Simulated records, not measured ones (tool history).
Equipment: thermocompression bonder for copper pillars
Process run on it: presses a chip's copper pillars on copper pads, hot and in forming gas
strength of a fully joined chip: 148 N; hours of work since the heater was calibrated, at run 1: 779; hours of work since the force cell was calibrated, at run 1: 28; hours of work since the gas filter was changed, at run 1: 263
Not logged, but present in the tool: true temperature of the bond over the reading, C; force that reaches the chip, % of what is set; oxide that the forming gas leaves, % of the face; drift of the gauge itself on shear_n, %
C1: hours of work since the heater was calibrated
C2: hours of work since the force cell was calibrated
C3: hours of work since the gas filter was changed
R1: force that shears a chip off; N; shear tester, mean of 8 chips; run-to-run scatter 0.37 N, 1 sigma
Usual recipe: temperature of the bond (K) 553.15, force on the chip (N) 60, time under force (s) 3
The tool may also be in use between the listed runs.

{"run": 1, "hour": 0.0, "temperature of the bond (K)": 553.15, "force on the chip (N)": 60, "time under force (s)": 3, "C1": 779, "C2": 28, "C3": 263, "R1": 60.2}
{"run": 2, "hour": 73.4, "temperature of the bond (K)": 553.15, "force on the chip (N)": 60, "time under force (s)": 3, "C1": 811, "C2": 60, "C3": 296, "R1": 60.0}
{"hour": 109.6, "done": "forming gas filter changed"}
{"run": 3, "hour": 174.2, "temperature of the bond (K)": 583.15, "force on the chip (N)": 60, "time under force (s)": 3, "C1": 855, "C2": 104, "C3": 28, "R1": 83.8}
{"run": 4, "hour": 270.5, "temperature of the bond (K)": 583.15, "force on the chip (N)": 60, "time under force (s)": 3, "C1": 897, "C2": 146, "C3": 71, "R1": 82.9}
{"run": 5, "hour": 361.7, "temperature of the bond (K)": 583.15, "force on the chip (N)": 72, "time under force (s)": 3, "C1": 937, "C2": 186, "C3": 111, "R1": 90.6}
{"run": 6, "hour": 412.7, "temperature of the bond (K)": 553.15, "force on the chip (N)": 60, "time under force (s)": 3, "C1": 960, "C2": 209, "C3": 133, "R1": 61.7}
{"run": 7, "hour": 513.3, "temperature of the bond (K)": 553.15, "force on the chip (N)": 60, "time under force (s)": 3, "C1": 1004, "C2": 253, "C3": 177, "R1": 61.0}
{"run": 8, "hour": 562.3, "temperature of the bond (K)": 553.15, "force on the chip (N)": 60, "time under force (s)": 3, "C1": 1025, "C2": 274, "C3": 199, "R1": 60.3}
{"run": 9, "hour": 648.0, "temperature of the bond (K)": 537.15, "force on the chip (N)": 60, "time under force (s)": 3, "C1": 1063, "C2": 312, "C3": 236, "R1": 50.3}
{"run": 10, "hour": 704.1, "temperature of the bond (K)": 537.15, "force on the chip (N)": 60, "time under force (s)": 3, "C1": 1088, "C2": 337, "C3": 261, "R1": 50.0}
{"run": 11, "hour": 796.5, "temperature of the bond (K)": 553.15, "force on the chip (N)": 60, "time under force (s)": 3, "C1": 1128, "C2": 377, "C3": 302, "R1": 60.2}
{"hour": 817.6, "done": "forming gas filter changed"}
{"run": 12, "hour": 856.6, "temperature of the bond (K)": 553.15, "force on the chip (N)": 60, "time under force (s)": 3, "C1": 1154, "C2": 403, "C3": 17, "R1": 62.0}
{"run": 13, "hour": 948.5, "temperature of the bond (K)": 553.15, "force on the chip (N)": 60, "time under force (s)": 3, "C1": 1195, "C2": 444, "C3": 58, "R1": 61.8}
{"run": 14, "hour": 1000.2, "temperature of the bond (K)": 560.15, "force on the chip (N)": 60, "time under force (s)": 3, "C1": 1217, "C2": 467, "C3": 80, "R1": 67.3}
{"run": 15, "hour": 1049.4, "temperature of the bond (K)": 545.15, "force on the chip (N)": 85, "time under force (s)": 8, "C1": 1239, "C2": 488, "C3": 102, "R1": 94.0}
{"run": 16, "hour": 1149.5, "temperature of the bond (K)": 545.15, "force on the chip (N)": 37, "time under force (s)": 8, "C1": 1283, "C2": 532, "C3": 146, "R1": 61.6}
{"run": 17, "hour": 1234.7, "temperature of the bond (K)": 535.15, "force on the chip (N)": 81, "time under force (s)": 8, "C1": 1320, "C2": 569, "C3": 183, "R1": 82.6}
{"run": 18, "hour": 1321.3, "temperature of the bond (K)": 526.15, "force on the chip (N)": 60, "time under force (s)": 8, "C1": 1358, "C2": 607, "C3": 221, "R1": 63.4}
{"run": 19, "hour": 1366.0, "temperature of the bond (K)": 533.15, "force on the chip (N)": 45, "time under force (s)": 3, "C1": 1378, "C2": 627, "C3": 241, "R1": 39.6}
{"run": 20, "hour": 1407.5, "temperature of the bond (K)": 533.15, "force on the chip (N)": 45, "time under force (s)": 3, "C1": 1396, "C2": 645, "C3": 259, "R1": 39.8}

Estimate the outcome of run 21 from the log above:
{"run": 21, "hour": 1474.2, "temperature of the bond (K)": 533.15, "force on the chip (N)": 45, "time under force (s)": 3, "C1": 1425, "C2": 675, "C3": 288, "R1": "?"}

For run 21 the tool returned R1 39.2 N.
The same run, on a tool lacking any hidden state, would have yielded R1 41.6 N.
